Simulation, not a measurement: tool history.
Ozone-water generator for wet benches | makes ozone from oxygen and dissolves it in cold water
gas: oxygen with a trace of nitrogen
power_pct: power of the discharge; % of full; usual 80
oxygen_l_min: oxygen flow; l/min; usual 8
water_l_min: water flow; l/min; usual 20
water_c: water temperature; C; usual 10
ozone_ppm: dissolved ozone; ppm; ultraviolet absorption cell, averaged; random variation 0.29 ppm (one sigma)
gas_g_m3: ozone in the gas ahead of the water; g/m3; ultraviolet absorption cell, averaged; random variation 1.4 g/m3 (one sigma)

run 1 hour=0 | power_pct=80 oxygen_l_min=8 water_l_min=20 water_c=10 | ozone_ppm=45.1 gas_g_m3=258.8
run 2 hour=28.3 | power_pct=80 oxygen_l_min=8 water_l_min=20 water_c=6 | ozone_ppm=47.7 gas_g_m3=259.2
run 3 hour=48.3 | power_pct=80 oxygen_l_min=8 water_l_min=20 water_c=6 | ozone_ppm=47.4 gas_g_m3=257.6
run 4 hour=91.8 | power_pct=80 oxygen_l_min=8 water_l_min=20 water_c=10 | ozone_ppm=44.5 gas_g_m3=257.7
run 5 hour=123.7 | power_pct=80 oxygen_l_min=8 water_l_min=20 water_c=10 | ozone_ppm=44.8 gas_g_m3=257.9
run 6 hour=146 | power_pct=47 oxygen_l_min=8 water_l_min=20 water_c=10 | ozone_ppm=32.1 gas_g_m3=184.4
run 7 hour=175.4 | power_pct=47 oxygen_l_min=8 water_l_min=20 water_c=13 | ozone_ppm=30.1 gas_g_m3=186.5
run 8 hour=211.5 | power_pct=47 oxygen_l_min=8 water_l_min=20 water_c=13 | ozone_ppm=30.3 gas_g_m3=184.8
run 9 hour=232.7 | power_pct=80 oxygen_l_min=8 water_l_min=14 water_c=7 | ozone_ppm=58.5 gas_g_m3=260.1
run 10 hour=263 | power_pct=80 oxygen_l_min=12.56 water_l_min=26 water_c=10 | ozone_ppm=35 gas_g_m3=194.3
-- hour=270.1 contactor cleaned
run 11 hour=299.2 | power_pct=80 oxygen_l_min=12.56 water_l_min=26 water_c=10 | ozone_ppm=34.9 gas_g_m3=195.1
run 12 hour=330.6 | power_pct=69 oxygen_l_min=8 water_l_min=20 water_c=10 | ozone_ppm=40.7 gas_g_m3=236.7
run 13 hour=372.2 | power_pct=69 oxygen_l_min=8 water_l_min=20 water_c=10 | ozone_ppm=40.4 gas_g_m3=234.1
run 14 hour=405.9 | power_pct=47 oxygen_l_min=8 water_l_min=13 water_c=10 | ozone_ppm=40.8 gas_g_m3=185.2
run 15 hour=446.3 | power_pct=56 oxygen_l_min=12.63 water_l_min=23 water_c=10 | ozone_ppm=30 gas_g_m3=154.9
-- hour=462.9 contactor cleaned, once more
run 16 hour=484.9 | power_pct=84 oxygen_l_min=6.42 water_l_min=13 water_c=6 | ozone_ppm=65.6 gas_g_m3=305.1

The same runs without the tool's hidden state, with the same run-to-run variation:
The hidden state here: yield of the discharge, % of new electrodes'; contactor's efficiency, % of a clean one's; true water temperature over the reading, C; drift of the gauge itself on ozone_ppm, %; drift of the gauge itself on gas_g_m3, %.
run=1 ozone_ppm=45.5 gas_g_m3=260.6
run=2 ozone_ppm=48.2 gas_g_m3=261.1
run=3 ozone_ppm=47.9 gas_g_m3=259.5
run=4 ozone_ppm=45 gas_g_m3=259.7
run=5 ozone_ppm=45.3 gas_g_m3=260
run=6 ozone_ppm=32.4 gas_g_m3=185.5
run=7 ozone_ppm=30.4 gas_g_m3=187.6
run=8 ozone_ppm=30.6 gas_g_m3=186
run=9 ozone_ppm=59.3 gas_g_m3=262.5
run=10 ozone_ppm=35.5 gas_g_m3=196.1
run=11 ozone_ppm=35.5 gas_g_m3=197
run=12 ozone_ppm=41.3 gas_g_m3=238.9
run=13 ozone_ppm=41 gas_g_m3=236.4
run=14 ozone_ppm=41.3 gas_g_m3=186.6
run=15 ozone_ppm=30.5 gas_g_m3=156.3
run=16 ozone_ppm=66.6 gas_g_m3=308.8
